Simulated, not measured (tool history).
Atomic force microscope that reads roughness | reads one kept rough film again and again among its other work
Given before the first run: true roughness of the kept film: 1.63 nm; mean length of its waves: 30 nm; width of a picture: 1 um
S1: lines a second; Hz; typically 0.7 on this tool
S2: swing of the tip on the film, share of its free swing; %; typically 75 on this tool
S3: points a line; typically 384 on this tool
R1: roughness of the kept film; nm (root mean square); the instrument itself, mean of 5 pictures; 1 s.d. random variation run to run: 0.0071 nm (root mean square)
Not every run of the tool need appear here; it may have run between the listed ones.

| run | day | S1 | S2 | S3 | R1 |
|---|---|---|---|---|---|
| 1 | 0 | 0.7 | 75 | 384 | 1.344 |
| 2 | 1.504 | 0.7 | 75 | 384 | 1.339 |
|  | 2.621 | new tip fitted |
| 3 | 3.292 | 0.7 | 75 | 384 | 1.419 |
| 4 | 4.312 | 0.7 | 69 | 384 | 1.418 |
| 5 | 5.804 | 0.7 | 69 | 384 | 1.387 |
|  | 5.958 | height scale calibrated on a step standard |
| 6 | 6.879 | 0.7 | 69 | 384 | 1.355 |
|  | 8.575 | new tip fitted |
| 7 | 9.108 | 0.7 | 69 | 384 | 1.433 |
|  | 10.483 | height scale calibrated on a step standard, once more |
| 8 | 10.996 | 0.7 | 69 | 384 | 1.421 |
| 9 | 12.3 | 0.573 | 86 | 264 | 1.343 |
| 10 | 13.504 | 0.949 | 75 | 995 | 1.344 |
|  | 14.446 | new tip fitted |
| 11 | 15.688 | 0.978 | 61 | 966 | 1.453 |

Predict each of these 4 candidate next runs independently; none follows another, all start after run 11:
| A | 16.9 | 1.571 | 78 | 384 | ? |
| B | 16.9 | 1.188 | 56 | 966 | ? |
| C | 16.9 | 0.978 | 61 | 816 | ? |
| D | 16.9 | 0.516 | 70 | 942 | ? |

| run | R1 |
|---|---|
| A | 1.321 |
| B | 1.43 |
| C | 1.406 |
| D | 1.417 |
Stripped of hidden state, with their random variation kept, the same runs would have yielded:
| run | R1 |
|---|---|
| A | 1.389 |
| B | 1.505 |
| C | 1.479 |
| D | 1.49 |

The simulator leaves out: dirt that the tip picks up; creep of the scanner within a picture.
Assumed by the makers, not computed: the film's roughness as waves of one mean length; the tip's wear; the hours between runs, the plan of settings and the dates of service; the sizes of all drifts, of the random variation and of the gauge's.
